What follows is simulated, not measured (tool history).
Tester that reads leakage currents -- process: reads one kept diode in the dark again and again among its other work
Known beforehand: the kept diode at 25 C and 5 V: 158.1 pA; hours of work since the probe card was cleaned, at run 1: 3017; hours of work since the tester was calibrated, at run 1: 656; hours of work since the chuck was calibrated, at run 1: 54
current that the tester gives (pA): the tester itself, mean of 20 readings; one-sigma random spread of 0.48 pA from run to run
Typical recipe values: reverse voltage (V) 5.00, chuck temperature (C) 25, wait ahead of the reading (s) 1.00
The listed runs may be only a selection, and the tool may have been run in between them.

run,hour,reverse voltage (V),chuck temperature (C),wait ahead of the reading (s),hours of work since the probe card was cleaned,hours of work since the tester was calibrated,hours of work since the chuck was calibrated,current that the tester gives (pA)
1,0.0,5.00,25,1.00,3017,656,54,159.13
2,97.1,5.00,25,1.00,3073,712,109,158.71
3,226.5,5.00,25,1.00,3147,786,183,159.09
4,396.7,5.00,25,1.00,3244,883,281,158.75
5,513.6,5.00,25,1.00,3311,950,347,158.71
6,589.4,5.00,25,1.00,3354,993,391,157.86
# hour 653.7: probe card cleaned and baked
7,743.4,5.00,25,1.00,51,1080,477,158.92
8,900.9,5.00,57,1.00,141,1170,567,1543.56
9,1035.0,8.25,57,1.00,218,1247,644,1988.06
# hour 1069.2: chuck's temperature calibrated
10,1177.3,5.00,33,1.00,298,1327,62,291.90
11,1314.1,19.53,25,1.00,377,1405,140,318.67
12,1481.0,7.35,24,1.56,472,1500,235,178.56
13,1576.3,4.90,39,7.54,526,1555,290,450.87

Predict the results of run 14:
14,1660.1,4.90,39,7.54,574,1603,338,?

current that the tester gives (pA): 448.04
Take away the tool's hidden state, keep the run-to-run variation as it was, and the same run would have given current that the tester gives (pA) 447.73.
